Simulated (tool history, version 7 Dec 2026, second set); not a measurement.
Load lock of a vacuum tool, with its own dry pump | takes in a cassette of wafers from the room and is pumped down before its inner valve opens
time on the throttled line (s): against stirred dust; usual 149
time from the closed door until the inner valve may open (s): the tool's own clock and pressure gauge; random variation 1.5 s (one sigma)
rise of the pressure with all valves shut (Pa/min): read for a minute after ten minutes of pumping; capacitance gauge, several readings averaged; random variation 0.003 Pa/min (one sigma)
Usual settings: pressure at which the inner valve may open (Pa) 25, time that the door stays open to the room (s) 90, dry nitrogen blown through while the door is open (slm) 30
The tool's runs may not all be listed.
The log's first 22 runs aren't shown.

run,day,time on the throttled line (s),pressure at which the inner valve may open (Pa),time that the door stays open to the room (s),dry nitrogen blown through while the door is open (slm),"incoming humidity of the room's air, %",time from the closed door until the inner valve may open (s),rise of the pressure with all valves shut (Pa/min)
23,159.350,169,20,133,30,45.9,273.7,0.116
24,165.971,169,20,36,26,48.1,278.8,0.105
25,175.554,149,31,90,32,44.2,255.3,0.120
26,181.121,274,31,90,30,44.9,348.2,0.126
27,191.808,274,31,90,13,40.6,350.7,0.131
28,201.012,197,37,90,30,48.1,288.1,0.135
29,205.854,165,33,90,30,43.9,265.6,0.133
30,216.600,149,29,90,32,43.1,255.3,0.141
31,223.050,149,29,90,32,46.4,256.4,0.153

5 ways to go on from here, each from the tool as it stands after run 31. What would each give?
A,233.575,100,29,163,6,46.0,?,?
B,233.575,185,25,90,30,43.8,?,?
C,233.575,149,31,128,32,44.4,?,?
D,233.575,149,29,26,32,45.8,?,?
E,233.575,149,29,90,11,42.8,?,?

run,time from the closed door until the inner valve may open (s),rise of the pressure with all valves shut (Pa/min)
A,219.5,0.196
B,286.5,0.157
C,251.9,0.163
D,257.6,0.145
E,257.3,0.161
Without the tool's hidden state the same runs would have given:
run,time from the closed door until the inner valve may open (s),rise of the pressure with all valves shut (Pa/min)
A,203.2,0.056
B,272.6,0.021
C,237.6,0.026
D,242.9,0.008
E,242.6,0.023
